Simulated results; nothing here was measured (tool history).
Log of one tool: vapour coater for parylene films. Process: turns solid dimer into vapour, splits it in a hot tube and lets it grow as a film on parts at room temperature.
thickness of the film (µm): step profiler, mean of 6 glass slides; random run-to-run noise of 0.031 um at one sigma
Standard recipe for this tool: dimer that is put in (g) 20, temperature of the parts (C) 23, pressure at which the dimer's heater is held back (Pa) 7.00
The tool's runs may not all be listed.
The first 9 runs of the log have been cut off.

run,hour,dimer that is put in (g),temperature of the parts (C),pressure at which the dimer's heater is held back (Pa),thickness of the film (µm)
10,543.1,20,23,7.00,3.75
# hour 553.3: trap's valve overhauled
11,581.0,20,23,7.00,4.07
12,634.5,20,23,7.00,3.94
13,684.4,20,26,7.00,3.65
14,758.3,20,26,7.00,3.65
15,800.6,20,26,7.00,3.57
16,882.5,20,26,7.00,3.57
17,947.8,20,26,7.00,3.52
18,1031.6,20,26,7.00,3.45
# hour 1048.7: trap's valve overhauled
19,1107.4,20,26,7.00,3.72
20,1170.0,15,28,5.81,2.74
21,1220.5,20,23,7.00,3.91
22,1301.2,34,21,10.02,6.43
23,1379.2,19,29,2.73,3.64
24,1454.8,21,24,3.50,4.22
25,1523.1,22,30,4.38,3.70
# hour 1547.7: trap's valve overhauled
# hour 1560.8: table's thermometer calibrated
26,1568.3,9,18,2.09,2.48
27,1607.6,16,23,3.98,3.52
28,1644.2,15,17,2.13,4.11
29,1717.8,26,23,2.34,6.07
30,1770.3,26,23,2.34,5.94
31,1852.8,20,17,5.07,4.51

3 options for the next run, each taken on its own from the tool as it stands now. Forecast them:
A,1911.0,10,29,7.00,?
B,1911.0,20,17,3.54,?
C,1911.0,8,22,5.55,?

run,thickness of the film (µm)
A,1.66
B,4.89
C,1.62
What these runs would have given with no unlogged condition in the tool:
run,thickness of the film (µm)
A,1.77
B,5.20
C,1.73

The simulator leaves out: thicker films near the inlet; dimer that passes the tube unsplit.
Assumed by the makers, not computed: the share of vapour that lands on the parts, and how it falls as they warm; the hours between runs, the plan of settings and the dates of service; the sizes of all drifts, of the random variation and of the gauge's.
